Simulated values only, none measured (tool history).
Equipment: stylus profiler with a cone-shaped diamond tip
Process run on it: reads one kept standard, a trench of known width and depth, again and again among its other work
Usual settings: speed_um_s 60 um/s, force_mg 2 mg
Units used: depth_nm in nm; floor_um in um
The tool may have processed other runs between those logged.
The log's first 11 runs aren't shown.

run,hour,speed_um_s,force_mg,depth_nm,floor_um
12,468,60,1.87,201.72,97.48
13,492,60,4.41,203.26,97.56
14,546.4,152,4.41,203.43,97.42
15,595.2,152,4.41,203.46,97.33
# hour 599.4: height scale calibrated on a step standard
16,641.7,152,4.41,203.39,97.35
17,695.7,93,4.41,203.15,97.44
# hour 715.6: height scale calibrated on a step standard, once more
18,735.6,98,0.78,201.26,97.22
19,788.2,20,3.43,203.32,97.56
20,820,166,3.88,203.48,97.29
21,844.6,17,2.51,202.69,97.48
22,881.4,25,1.6,201.79,97.54
23,916.7,41,2,202.39,97.47
24,952,41,2,202.16,97.43
25,1001.9,41,2,202.06,97.47
26,1030.6,82,0.79,201.11,97.21
27,1082.7,163,4.04,203.67,97.21
28,1130.3,230,1.11,201.32,96.68
29,1176.6,230,1.11,201.22,96.68
30,1225.1,60,0.69,201.02,97.21
31,1252.6,46,1.5,201.38,97.36
32,1291.1,36,2,201.81,97.39

Each row is a separate what-if for the run after 32, all from the same tool condition, not one after another. Results?
A,1332.9,62,2,?,?
B,1332.9,194,2,?,?
C,1332.9,20,2,?,?
D,1332.9,25,1.35,?,?

run,depth_nm,floor_um
A,201.89,97.28
B,201.8,97.02
C,202.07,97.43
D,201.28,97.34
Without the tool's unlogged condition, the same runs would have read:
run,depth_nm,floor_um
A,202.33,97.86
B,202.23,97.6
C,202.5,98.01
D,201.72,97.92
